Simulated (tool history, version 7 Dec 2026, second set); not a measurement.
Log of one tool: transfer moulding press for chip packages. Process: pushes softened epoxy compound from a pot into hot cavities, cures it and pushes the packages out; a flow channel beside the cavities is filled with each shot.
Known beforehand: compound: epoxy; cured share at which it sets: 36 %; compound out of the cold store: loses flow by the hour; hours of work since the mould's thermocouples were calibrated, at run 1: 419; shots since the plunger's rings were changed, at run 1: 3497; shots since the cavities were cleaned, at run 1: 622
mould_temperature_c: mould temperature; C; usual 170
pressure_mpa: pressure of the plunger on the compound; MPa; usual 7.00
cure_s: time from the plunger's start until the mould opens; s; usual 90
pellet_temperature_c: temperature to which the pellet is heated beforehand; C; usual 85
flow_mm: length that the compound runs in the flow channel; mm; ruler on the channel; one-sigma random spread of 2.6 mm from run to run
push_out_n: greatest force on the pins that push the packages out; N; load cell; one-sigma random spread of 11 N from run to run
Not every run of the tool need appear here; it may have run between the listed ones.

run   hour  mould_temperature_c  pressure_mpa  cure_s  pellet_temperature_c  hours of work since the mould's thermocouples were calibrated  shots since the plunger's rings were changed  shots since the cavities were cleaned  incoming compound's hours out of the cold store  flow_mm  push_out_n
  1    0.0                  170          7.00      90                    85                                                            419                                          3497                                    622                                             41.3      619         832
       6.1  -- cavities cleaned with cleaning compound and waxed
  2   15.4                  168          7.00      90                    85                                                            428                                          3678                                    121                                              9.3      710         787
      24.5  -- plunger's sealing rings changed
  3   28.6                  170          7.00      90                    85                                                            435                                            54                                    262                                             26.6      681         714
  4   48.1                  170          7.00      90                    85                                                            448                                           308                                    516                                             37.0      655         845
      62.9  -- cavities cleaned with cleaning compound and waxed
  5   72.3                  170          7.00      90                    85                                                            462                                           606                                    124                                             25.6      685         661
  6   97.2                  170          7.38      90                    85                                                            479                                           931                                    449                                             29.2      687         813
     116.2  -- cavities cleaned with cleaning compound and waxed
  7  117.6                  170          7.38      90                    85                                                            491                                          1178                                     19                                             36.8      667         595
  8  137.6                  170          5.82      90                    85                                                            504                                          1439                                    280                                             42.9      576         740
  9  155.5                  170          5.82      90                    85                                                            516                                          1673                                    514                                             17.4      636         873
     169.4  -- cavities cleaned with cleaning compound and waxed
 10  172.9                  170          7.00      90                    85                                                            526                                          1882                                     46                                             18.4      690         623
 11  186.6                  170          7.00      90                    85                                                            535                                          2061                                    225                                             21.3      688         739
 12  198.4                  170          7.00      90                    91                                                            543                                          2215                                    379                                              9.3      721         799
 13  217.9                  170          7.00      90                    91                                                            555                                          2470                                    634                                             36.0      639         852
     222.8  -- cavities cleaned with cleaning compound and waxed
 14  239.1                  172          7.00      90                    85                                                            568                                          2727                                    213                                             42.4      619         623
 15  249.9                  174          7.76      96                    93                                                            575                                          2869                                    355                                             22.6      698         600
 16  270.4                  174          7.76      96                    93                                                            589                                          3137                                    623                                             40.0      650         687
     277.0  -- cavities cleaned with cleaning compound and waxed
 17  284.8                  174          7.76      96                    93                                                            597                                          3306                                    102                                             21.5      699         526
 18  308.0                  177          6.27      81                    85                                                            612                                          3609                                    405                                              9.0      661         676
     322.7  -- plunger's sealing rings changed
 19  325.3                  169          6.21     107                    91                                                            622                                            33                                    598                                             40.8      611         688
     333.8  -- cavities cleaned with cleaning compound and waxed
 20  344.8                  169          6.21     107                    91                                                            633                                           269                                    143                                             15.4      673         576
 21  369.8                  169          6.21     107                    91                                                            650                                           596                                    470                                             44.0      597         671
     388.9  -- cavities cleaned with cleaning compound and waxed
 22  395.9                  170          7.00      86                    79                                                            666                                           918                                     91                                             27.4      684         732
 23  409.9                  170          7.00     102                    85                                                            675                                          1100                                    273                                             31.0      672         634

Hidden state or all else? Some run-to-run changes of flow_mm, split into what the settings, what came in and random variation would give without the hidden state, and what is left for the hidden state (with any gauge scatter that isn't in both results):
What the log doesn't record here: true mould temperature over the reading, C; pressure that reaches the compound, % of what is set; grip of the stained cavities, % over clean ones'; drift of the gauge itself on flow_mm, %; drift of the gauge itself on push_out_n, %.
Run 1 -> 2: mould_temperature_c 170 -> 168, cavities cleaned with cleaning compound and waxed. flow_mm +91 mm: hidden state -5, all else +96.
Run 2 -> 3: mould_temperature_c 168 -> 170, plunger's sealing rings changed. flow_mm -29 mm: hidden state +29, all else -58.
Run 7 -> 8: pressure_mpa 7.38 -> 5.82. flow_mm -91 mm: hidden state +0, all else -91.
Run 18 -> 19: mould_temperature_c 177 -> 169, pressure_mpa 6.27 -> 6.21, cure_s 81 -> 107, pellet_temperature_c 85 -> 91, plunger's sealing rings changed. flow_mm -50 mm: hidden state +30, all else -80.
